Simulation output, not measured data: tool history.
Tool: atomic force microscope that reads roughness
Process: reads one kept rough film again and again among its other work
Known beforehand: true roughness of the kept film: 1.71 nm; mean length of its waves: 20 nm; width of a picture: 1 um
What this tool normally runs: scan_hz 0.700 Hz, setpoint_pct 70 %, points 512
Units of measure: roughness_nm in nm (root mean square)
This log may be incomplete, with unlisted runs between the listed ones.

| run | hour | scan_hz | setpoint_pct | points | roughness_nm |
|---|---|---|---|---|---|
| 1 | 0.0 | 0.700 | 70 | 512 | 1.197 |
|  | 3.6 | new tip fitted |
| 2 | 21.7 | 0.700 | 70 | 446 | 1.351 |
| 3 | 33.6 | 0.700 | 70 | 446 | 1.307 |
| 4 | 45.8 | 0.700 | 70 | 446 | 1.284 |
| 5 | 66.5 | 0.700 | 70 | 446 | 1.243 |
| 6 | 86.3 | 0.700 | 70 | 689 | 1.215 |
|  | 91.6 | new tip fitted |
| 7 | 108.7 | 1.322 | 70 | 512 | 1.316 |
| 8 | 119.3 | 0.700 | 70 | 512 | 1.322 |
| 9 | 132.8 | 0.606 | 70 | 512 | 1.306 |
| 10 | 149.7 | 0.700 | 70 | 512 | 1.276 |
| 11 | 161.4 | 3.678 | 88 | 558 | 0.890 |
| 12 | 171.5 | 3.678 | 73 | 956 | 1.059 |
|  | 180.2 | new tip fitted |
| 13 | 188.1 | 2.981 | 85 | 512 | 1.083 |
| 14 | 211.1 | 1.271 | 77 | 348 | 1.251 |
| 15 | 232.6 | 1.224 | 85 | 452 | 1.157 |
| 16 | 244.8 | 1.172 | 78 | 466 | 1.184 |
| 17 | 265.2 | 1.172 | 78 | 466 | 1.156 |
|  | 268.3 | new tip fitted |
| 18 | 286.2 | 0.700 | 76 | 334 | 1.322 |
| 19 | 298.4 | 2.749 | 80 | 717 | 1.132 |

Below are 4 alternative next runs, each starting from the tool's condition after run 19. Predict each:
| A | 315.5 | 3.165 | 81 | 588 | ? |
| B | 315.5 | 3.228 | 72 | 416 | ? |
| C | 315.5 | 0.700 | 66 | 512 | ? |
| D | 315.5 | 1.271 | 60 | 717 | ? |

| run | roughness_nm |
|---|---|
| A | 1.054 |
| B | 1.123 |
| C | 1.298 |
| D | 1.307 |
Had the tool no hidden state, the same runs would have come out as:
| run | roughness_nm |
|---|---|
| A | 1.146 |
| B | 1.221 |
| C | 1.411 |
| D | 1.420 |
